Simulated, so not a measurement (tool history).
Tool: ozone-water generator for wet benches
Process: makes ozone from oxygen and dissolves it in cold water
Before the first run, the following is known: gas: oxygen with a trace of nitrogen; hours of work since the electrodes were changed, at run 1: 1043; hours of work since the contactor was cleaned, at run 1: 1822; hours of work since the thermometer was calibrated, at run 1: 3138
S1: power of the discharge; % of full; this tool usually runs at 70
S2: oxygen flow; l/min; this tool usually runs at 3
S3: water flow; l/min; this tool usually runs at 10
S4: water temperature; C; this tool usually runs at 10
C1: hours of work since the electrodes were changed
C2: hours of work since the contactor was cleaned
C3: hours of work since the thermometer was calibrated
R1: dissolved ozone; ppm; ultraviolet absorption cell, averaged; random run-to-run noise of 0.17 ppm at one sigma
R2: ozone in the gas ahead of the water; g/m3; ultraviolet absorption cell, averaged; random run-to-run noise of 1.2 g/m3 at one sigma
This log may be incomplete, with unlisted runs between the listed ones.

run 1 day=0 | S1=70 S2=3 S3=10 S4=10 | C1=1043 C2=1822 C3=3138 | R1=24 R2=225
run 2 day=1.458 | S1=70 S2=3 S3=15 S4=10 | C1=1078 C2=1857 C3=3173 | R1=16.2 R2=223.5
run 3 day=2.388 | S1=70 S2=2.32 S3=10 S4=10 | C1=1100 C2=1879 C3=3195 | R1=22.8 R2=254.3
run 4 day=3.317 | S1=70 S2=3 S3=10 S4=5 | C1=1122 C2=1902 C3=3217 | R1=25.4 R2=225.1
run 5 day=4.229 | S1=70 S2=3 S3=10 S4=5 | C1=1144 C2=1924 C3=3239 | R1=25.5 R2=223.9
run 6 day=5.058 | S1=70 S2=3 S3=10 S4=5 | C1=1164 C2=1944 C3=3259 | R1=25.5 R2=224.4
run 7 day=5.929 | S1=70 S2=3 S3=16 S4=10 | C1=1185 C2=1964 C3=3280 | R1=15.2 R2=224
run 8 day=7.212 | S1=70 S2=3 S3=16 S4=10 | C1=1216 C2=1995 C3=3311 | R1=15.6 R2=222.4
run 9 day=8.025 | S1=44 S2=3 S3=10 S4=10 | C1=1235 C2=2015 C3=3330 | R1=16.8 R2=158.8
run 10 day=8.992 | S1=70 S2=5.1 S3=10 S4=10 | C1=1258 C2=2038 C3=3353 | R1=24.4 R2=175.2
run 11 day=10.158 | S1=70 S2=5.1 S3=10 S4=10 | C1=1286 C2=2066 C3=3381 | R1=24.5 R2=175.8
run 12 day=11.388 | S1=70 S2=5.1 S3=10 S4=10 | C1=1316 C2=2095 C3=3411 | R1=24.7 R2=172.9
run 13 day=12.704 | S1=70 S2=5.1 S3=10 S4=10 | C1=1347 C2=2127 C3=3442 | R1=24.4 R2=173.8
run 14 day=14.042 | S1=70 S2=5.1 S3=10 S4=10 | C1=1379 C2=2159 C3=3474 | R1=24.4 R2=175.6
run 15 day=15.429 | S1=72 S2=5.1 S3=10 S4=10 | C1=1413 C2=2192 C3=3508 | R1=24.9 R2=177.8
run 16 day=16.396 | S1=72 S2=5.1 S3=10 S4=10 | C1=1436 C2=2215 C3=3531 | R1=24.5 R2=178.3
run 17 day=17.721 | S1=72 S2=5.1 S3=10 S4=10 | C1=1468 C2=2247 C3=3563 | R1=25 R2=177.4
run 18 day=18.467 | S1=70 S2=1.77 S3=6 S4=10 | C1=1486 C2=2265 C3=3581 | R1=35.4 R2=287.6
run 19 day=19.5 | S1=70 S2=3 S3=13 S4=10 | C1=1510 C2=2290 C3=3605 | R1=18.8 R2=222.3
run 20 day=20.183 | S1=53 S2=4.01 S3=10 S4=10 | C1=1527 C2=2306 C3=3622 | R1=19.4 R2=157.4
run 21 day=20.896 | S1=84 S2=3.49 S3=10 S4=10 | C1=1544 C2=2323 C3=3639 | R1=28.3 R2=239.3
-- day=21.475 water thermometer calibrated
run 22 day=22.417 | S1=85 S2=1.75 S3=14 S4=9 | C1=1580 C2=2359 C3=23 | R1=18 R2=339.1
run 23 day=23.133 | S1=85 S2=1.75 S3=14 S4=9 | C1=1597 C2=2376 C3=40 | R1=17.7 R2=335
run 24 day=24.45 | S1=70 S2=3 S3=11 S4=10 | C1=1629 C2=2408 C3=71 | R1=21.8 R2=224.9
run 25 day=25.971 | S1=57 S2=3 S3=10 S4=5 | C1=1665 C2=2445 C3=108 | R1=21.8 R2=191.9
run 26 day=26.788 | S1=46 S2=3 S3=14 S4=5 | C1=1685 C2=2464 C3=127 | R1=13.4 R2=163
run 27 day=28.033 | S1=43 S2=2.65 S3=9 S4=8 | C1=1715 C2=2494 C3=157 | R1=18.8 R2=165.8

Estimate the outcome of run 28 from the log above:
run 28 day=28.829 | S1=70 S2=3 S3=10 S4=6 | C1=1734 C2=2513 C3=176 | R1=? R2=?

{"run 28": {"R1": 24.9, "R2": 225.7}}
With no hidden state in the tool, this same run would have given R1 24.9 ppm, R2 225.7 g/m3.
